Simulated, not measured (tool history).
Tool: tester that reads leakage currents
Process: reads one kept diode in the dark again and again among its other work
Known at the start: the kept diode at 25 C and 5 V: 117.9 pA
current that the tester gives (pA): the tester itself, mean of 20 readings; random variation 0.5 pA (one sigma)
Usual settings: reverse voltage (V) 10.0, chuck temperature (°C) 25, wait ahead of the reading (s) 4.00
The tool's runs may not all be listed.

run	day	reverse voltage (V)	chuck temperature (°C)	wait ahead of the reading (s)	current that the tester gives (pA)
1	0.000	10.0	25	4.00	172.91
2	1.138	10.0	25	4.00	173.62
3	2.575	10.0	25	4.00	173.41
4	4.425	10.0	25	4.00	174.26
5	6.246	10.0	25	4.00	175.23
6	7.538	10.0	25	4.00	175.85
7	9.871	10.0	25	4.00	176.26
8	10.958	10.0	25	4.00	175.69
9	12.146	10.0	25	4.00	177.86
10	13.396	10.0	25	4.00	177.94
11	15.096	10.0	25	4.00	179.84
12	16.483	10.0	25	4.00	178.73
13	17.717	10.0	25	4.00	179.26
# day 18.017: probe card cleaned and baked
14	19.792	10.0	25	4.00	182.89
# day 21.879: probe card cleaned and baked, once more
15	21.950	10.0	25	4.00	173.09
16	23.488	10.0	25	1.39	174.78
17	24.646	10.0	25	1.39	176.00
18	26.112	10.0	25	1.39	175.76
19	27.517	10.0	25	1.39	175.99
20	28.771	10.0	25	1.39	176.17
21	30.596	10.1	25	1.19	178.29
22	32.762	2.7	35	1.21	204.59

Run 23 comes next. What will it give?
23	34.667	10.0	30	0.36	?

{"run 23": {"current that the tester gives (pA)": 270.33}}
Without the tool's hidden state the same run would have given current that the tester gives (pA) 253.23.
